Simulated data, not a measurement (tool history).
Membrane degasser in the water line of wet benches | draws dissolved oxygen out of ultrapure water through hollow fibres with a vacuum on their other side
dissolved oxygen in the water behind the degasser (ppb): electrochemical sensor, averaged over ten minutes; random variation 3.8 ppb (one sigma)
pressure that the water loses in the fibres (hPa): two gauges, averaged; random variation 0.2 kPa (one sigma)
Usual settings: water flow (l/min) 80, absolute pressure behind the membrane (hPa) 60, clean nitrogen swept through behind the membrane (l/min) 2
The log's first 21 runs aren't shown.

run	day	water flow (l/min)	absolute pressure behind the membrane (hPa)	clean nitrogen swept through behind the membrane (l/min)	hours since the membrane was changed	hours since the vacuum gauge was calibrated	hours since the vacuum lines were made tight	dissolved oxygen in the water behind the degasser (ppb)	pressure that the water loses in the fibres (hPa)
22	126.171	80	118.2	2.17	6304	3527	14306	789.8	470.3
23	130.812	80	118.2	2.17	6415	3638	14418	775.8	474.9
# day 134.35: vacuum gauge calibrated
24	136.45	52	71.6	5.3	6550	50	14553	171	304
25	140.421	52	71.6	5.3	6645	146	14648	169.3	309.6
26	145.996	80	42.6	2	6779	279	14782	267	476.5
27	153.425	51	42.6	2	6957	458	14960	136	300.9
28	161.679	51	42.6	2	7155	656	15158	137.7	297.6
29	170.275	77	133.1	0.99	7362	862	15364	1331.8	454.7
30	175.825	92	136	0.99	7495	995	15497	1531.3	547.7
31	180.142	92	136	0.99	7599	1099	15601	1548.6	544.6
32	187.725	53	67.9	0.99	7781	1281	15783	426.2	314.6

3 ways to go on from here, each from the tool as it stands after run 32. What would each give?
A	195.917	53	67.9	1.22	7977	1478	15980	?	?
B	195.917	50	60	2	7977	1478	15980	?	?
C	195.917	59	67.9	0.99	7977	1478	15980	?	?

run	dissolved oxygen in the water behind the degasser (ppb)	pressure that the water loses in the fibres (hPa)
A	385.5	316.6
B	229	300
C	477.4	350.5
Without the tool's hidden state the same runs would have given:
run	dissolved oxygen in the water behind the degasser (ppb)	pressure that the water loses in the fibres (hPa)
A	367.3	302.6
B	211.5	286.9
C	457.7	335.2
